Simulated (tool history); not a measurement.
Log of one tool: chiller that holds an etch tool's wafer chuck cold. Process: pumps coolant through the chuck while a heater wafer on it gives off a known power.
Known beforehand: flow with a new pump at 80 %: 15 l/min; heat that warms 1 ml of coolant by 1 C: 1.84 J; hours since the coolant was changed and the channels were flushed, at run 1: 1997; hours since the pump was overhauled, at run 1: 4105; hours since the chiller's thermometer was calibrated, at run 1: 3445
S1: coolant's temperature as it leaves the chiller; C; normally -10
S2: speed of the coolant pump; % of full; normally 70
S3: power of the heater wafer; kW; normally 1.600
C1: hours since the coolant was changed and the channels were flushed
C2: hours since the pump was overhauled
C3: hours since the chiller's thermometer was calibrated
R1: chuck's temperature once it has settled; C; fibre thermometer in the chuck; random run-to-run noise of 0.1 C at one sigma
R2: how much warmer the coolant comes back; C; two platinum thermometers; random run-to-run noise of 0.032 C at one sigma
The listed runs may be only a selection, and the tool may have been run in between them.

Run 1, hour 0.0: usual settings; C1 1997; C2 4105; C3 3445. Result: R1 0.7 C, R2 4.00 C.
Run 2, hour 59.9: usual settings but S3 1.990 kW; C1 2057; C2 4165; C3 3505. Result: R1 3.2 C, R2 4.99 C.
Run 3, hour 181.6: usual settings but S3 1.990 kW; C1 2179; C2 4287; C3 3627. Result: R1 3.2 C, R2 5.01 C.
Run 4, hour 268.0: usual settings but S3 1.990 kW; C1 2265; C2 4373; C3 3713. Result: R1 3.3 C, R2 4.99 C.
Run 5, hour 340.5: usual settings but S1 -8 C; C1 2338; C2 4445; C3 3786. Result: R1 2.7 C, R2 4.01 C.
Run 6, hour 462.4: usual settings but S1 -8 C; C1 2460; C2 4567; C3 3908. Result: R1 2.8 C, R2 4.02 C.
Run 7, hour 518.9: usual settings but S1 -17 C, S2 72 % of full; C1 2516; C2 4624; C3 3964. Result: R1 -6.4 C, R2 3.91 C.
Run 8, hour 639.4: usual settings but S1 -17 C, S2 72 % of full; C1 2637; C2 4744; C3 4085. Result: R1 -6.6 C, R2 3.90 C.
Run 9, hour 739.8: usual settings but S1 -5 C, S2 91 % of full; C1 2737; C2 4845; C3 4185. Result: R1 4.1 C, R2 3.14 C.
Run 10, hour 795.7: usual settings but S1 -5 C, S2 91 % of full; C1 2793; C2 4901; C3 4241. Result: R1 4.1 C, R2 3.13 C.
Run 11, hour 876.3: usual settings but S1 -5 C, S2 91 % of full; C1 2874; C2 4981; C3 4322. Result: R1 4.2 C, R2 3.09 C.

Forecast each of these 5 alternatives for the next run:
Run A, hour 942.0: usual settings but S3 0.942 kW; C1 2939; C2 5047; C3 4387. Result: R1 ?, R2 ?.
Run B, hour 942.0: usual settings but S1 -18 C, S2 69 % of full, S3 1.660 kW; C1 2939; C2 5047; C3 4387. Result: R1 ?, R2 ?.
Run C, hour 942.0: usual settings but S1 -16 C; C1 2939; C2 5047; C3 4387. Result: R1 ?, R2 ?.
Run D, hour 942.0: usual settings but S1 -12 C, S2 91 % of full, S3 1.273 kW; C1 2939; C2 5047; C3 4387. Result: R1 ?, R2 ?.
Run E, hour 942.0: usual settings but S2 62 % of full; C1 2939; C2 5047; C3 4387. Result: R1 ?, R2 ?.

run    R1    R2
  A  -3.5  2.37
  B  -6.8  4.32
  C  -5.3  4.10
  D  -4.7  2.58
  E   1.3  4.62
Had the tool no hidden state, the same runs would have come out as:
run    R1    R2
  A  -3.5  2.28
  B  -6.8  4.22
  C  -5.4  4.00
  D  -4.8  2.49
  E   1.3  4.53
